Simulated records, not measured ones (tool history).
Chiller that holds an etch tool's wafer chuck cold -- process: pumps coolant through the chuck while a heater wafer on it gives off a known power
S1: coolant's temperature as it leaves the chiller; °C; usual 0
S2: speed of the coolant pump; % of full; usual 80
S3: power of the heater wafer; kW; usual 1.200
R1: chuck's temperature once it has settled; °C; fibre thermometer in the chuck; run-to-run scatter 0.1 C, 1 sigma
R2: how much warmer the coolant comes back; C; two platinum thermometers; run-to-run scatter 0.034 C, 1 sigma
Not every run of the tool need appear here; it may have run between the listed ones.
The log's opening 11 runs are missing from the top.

run   hour  S1  S2     S3    R1    R2
 12  295.3   5  85  1.200  13.7  4.72
 13  316.8   0  80  0.750   5.7  3.17
 14  341.9   0  80  0.750   5.6  3.13
 15  370.1   0  80  0.750   5.7  3.12
 16  400.2   0  80  0.750   5.6  3.12
 17  439.8  -6  67  1.200   5.0  6.20
 18  479.3  -6  67  0.676   0.3  3.38
 19  506.0  -9  67  1.263   2.7  6.43
 20  541.1  -9  67  1.263   2.6  6.44
 21  565.5  -9  67  1.263   2.6  6.43
 22  587.2  -2  80  0.939   5.3  3.81
 23  609.2  -2  80  0.939   5.2  3.84
 24  629.2  -3  94  1.200   4.9  4.12
 25  666.4   0  68  0.668   6.0  3.32
 26  695.9   0  68  0.668   6.1  3.27
 27  725.8  -6  80  1.200   3.3  4.95
 28  743.0  -8  62  0.758  -0.4  4.07
 29  762.7   0  66  1.023   9.7  5.24
 30  802.4   1  80  0.665   6.0  2.54
 31  841.1   1  80  0.665   6.1  2.61
 32  858.7   1  80  0.665   6.0  2.58

Here are 3 independent what-if runs from the current tool condition. What would each one return?
     877.0  -- gauge calibrated
  A  894.2   8  79  0.769   ?   ?
     877.0  -- gauge calibrated
  B  894.2   4  72  1.087   ?   ?
     877.0  -- gauge calibrated
  C  894.2   0  80  1.005   ?   ?

run    R1    R2
  A  14.1  3.36
  B  13.2  5.28
  C   7.7  4.34
With no hidden state in the tool, these same runs would have given:
run    R1    R2
  A  14.1  3.37
  B  13.2  5.28
  C   7.7  4.35

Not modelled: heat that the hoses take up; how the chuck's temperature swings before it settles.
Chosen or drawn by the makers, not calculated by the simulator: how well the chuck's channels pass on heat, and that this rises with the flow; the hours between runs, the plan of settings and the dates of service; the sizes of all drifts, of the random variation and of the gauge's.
